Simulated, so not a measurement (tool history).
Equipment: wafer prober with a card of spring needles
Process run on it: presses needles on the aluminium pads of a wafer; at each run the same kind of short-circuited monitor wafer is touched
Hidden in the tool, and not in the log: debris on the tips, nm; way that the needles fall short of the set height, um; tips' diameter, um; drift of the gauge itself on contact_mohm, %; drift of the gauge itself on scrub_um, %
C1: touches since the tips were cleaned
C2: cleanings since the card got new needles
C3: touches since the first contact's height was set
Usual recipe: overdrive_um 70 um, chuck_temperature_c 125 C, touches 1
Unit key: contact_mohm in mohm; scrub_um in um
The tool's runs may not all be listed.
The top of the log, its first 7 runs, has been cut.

{"hour": 93.9, "done": "tips cleaned on abrasive film"}
{"hour": 102.7, "done": "tips cleaned on abrasive film"}
{"run": 8, "hour": 109.5, "overdrive_um": 70, "chuck_temperature_c": 125, "touches": 1, "C1": 2010, "C2": 100, "C3": 17527, "contact_mohm": 185, "scrub_um": 14.35}
{"hour": 112.3, "done": "tips cleaned on abrasive film"}
{"hour": 121.0, "done": "tips cleaned on abrasive film"}
{"run": 9, "hour": 128.5, "overdrive_um": 70, "chuck_temperature_c": 62, "touches": 1, "C1": 2210, "C2": 102, "C3": 23096, "contact_mohm": 183, "scrub_um": 14.37}
{"hour": 129.9, "done": "tips cleaned on abrasive film"}
{"hour": 138.6, "done": "tips cleaned on abrasive film"}
{"hour": 148.0, "done": "tips cleaned on abrasive film"}
{"run": 10, "hour": 148.5, "overdrive_um": 60, "chuck_temperature_c": 125, "touches": 1, "C1": 131, "C2": 105, "C3": 28922, "contact_mohm": 168, "scrub_um": 12.2}
{"hour": 156.9, "done": "tips cleaned on abrasive film"}
{"run": 11, "hour": 159.3, "overdrive_um": 70, "chuck_temperature_c": 125, "touches": 1, "C1": 702, "C2": 106, "C3": 32096, "contact_mohm": 176, "scrub_um": 14.1}
{"hour": 165.8, "done": "tips cleaned on abrasive film"}
{"run": 12, "hour": 171.2, "overdrive_um": 70, "chuck_temperature_c": 125, "touches": 1, "C1": 1619, "C2": 107, "C3": 35599, "contact_mohm": 186, "scrub_um": 14.26}
{"hour": 174.6, "done": "tips cleaned on abrasive film"}
{"hour": 183.9, "done": "tips cleaned on abrasive film"}
{"run": 13, "hour": 187.1, "overdrive_um": 70, "chuck_temperature_c": 125, "touches": 1, "C1": 957, "C2": 109, "C3": 40236, "contact_mohm": 177, "scrub_um": 14.11}
{"hour": 193.8, "done": "tips cleaned on abrasive film"}
{"run": 14, "hour": 197.5, "overdrive_um": 70, "chuck_temperature_c": 125, "touches": 1, "C1": 1077, "C2": 110, "C3": 43285, "contact_mohm": 178, "scrub_um": 14.15}
{"hour": 202.5, "done": "tips cleaned on abrasive film"}
{"hour": 211.8, "done": "tips cleaned on abrasive film"}
{"run": 15, "hour": 220.0, "overdrive_um": 70, "chuck_temperature_c": 47, "touches": 1, "C1": 2405, "C2": 112, "C3": 49885, "contact_mohm": 186, "scrub_um": 14.15}
{"hour": 222.2, "done": "tips cleaned on abrasive film"}
{"hour": 230.8, "done": "tips cleaned on abrasive film"}
{"run": 16, "hour": 238.8, "overdrive_um": 70, "chuck_temperature_c": 57, "touches": 1, "C1": 2368, "C2": 114, "C3": 55402, "contact_mohm": 189, "scrub_um": 13.98}
{"hour": 241.0, "done": "tips cleaned on abrasive film"}
{"hour": 250.9, "done": "tips cleaned on abrasive film"}
{"hour": 259.9, "done": "tips cleaned on abrasive film"}
{"run": 17, "hour": 262.7, "overdrive_um": 71, "chuck_temperature_c": 40, "touches": 1, "C1": 823, "C2": 117, "C3": 62392, "contact_mohm": 163, "scrub_um": 14.18}
{"hour": 269.1, "done": "tips cleaned on abrasive film"}
{"run": 18, "hour": 276.5, "overdrive_um": 81, "chuck_temperature_c": 64, "touches": 1, "C1": 2190, "C2": 118, "C3": 66456, "contact_mohm": 172, "scrub_um": 16.22}
{"hour": 279.7, "done": "tips cleaned on abrasive film"}
{"hour": 289.2, "done": "tips cleaned on abrasive film"}
{"run": 19, "hour": 290.5, "overdrive_um": 62, "chuck_temperature_c": 97, "touches": 1, "C1": 395, "C2": 120, "C3": 70536, "contact_mohm": 169, "scrub_um": 12.35}
{"hour": 298.0, "done": "tips cleaned on abrasive film"}
{"hour": 307.6, "done": "tips cleaned on abrasive film"}
{"run": 20, "hour": 309.8, "overdrive_um": 62, "chuck_temperature_c": 97, "touches": 1, "C1": 647, "C2": 122, "C3": 76198, "contact_mohm": 179, "scrub_um": 12.54}
{"hour": 316.3, "done": "tips cleaned on abrasive film"}
{"hour": 324.9, "done": "tips cleaned on abrasive film"}
{"hour": 333.8, "done": "tips cleaned on abrasive film"}
{"run": 21, "hour": 333.9, "overdrive_um": 82, "chuck_temperature_c": 71, "touches": 1, "C1": 48, "C2": 125, "C3": 83240, "contact_mohm": 152, "scrub_um": 16.31}
{"hour": 342.9, "done": "tips cleaned on abrasive film"}
{"hour": 351.5, "done": "tips cleaned on abrasive film"}
{"run": 22, "hour": 353.4, "overdrive_um": 70, "chuck_temperature_c": 56, "touches": 1, "C1": 563, "C2": 127, "C3": 88951, "contact_mohm": 163, "scrub_um": 13.68}
{"hour": 361.1, "done": "tips cleaned on abrasive film"}
{"run": 23, "hour": 368.7, "overdrive_um": 64, "chuck_temperature_c": 85, "touches": 1, "C1": 2251, "C2": 128, "C3": 93462, "contact_mohm": 195, "scrub_um": 12.64}

What will run 24 give?
{"hour": 370.0, "done": "tips cleaned on abrasive film"}
{"hour": 379.7, "done": "tips cleaned on abrasive film"}
{"run": 24, "hour": 380.5, "overdrive_um": 60, "chuck_temperature_c": 125, "touches": 1, "C1": 234, "C2": 130, "C3": 96887, "contact_mohm": "?", "scrub_um": "?"}

contact_mohm: 173 mohm
scrub_um: 11.74 um
The same run, on a tool lacking any hidden state, would have yielded contact_mohm 160 mohm, scrub_um 12.25 um.

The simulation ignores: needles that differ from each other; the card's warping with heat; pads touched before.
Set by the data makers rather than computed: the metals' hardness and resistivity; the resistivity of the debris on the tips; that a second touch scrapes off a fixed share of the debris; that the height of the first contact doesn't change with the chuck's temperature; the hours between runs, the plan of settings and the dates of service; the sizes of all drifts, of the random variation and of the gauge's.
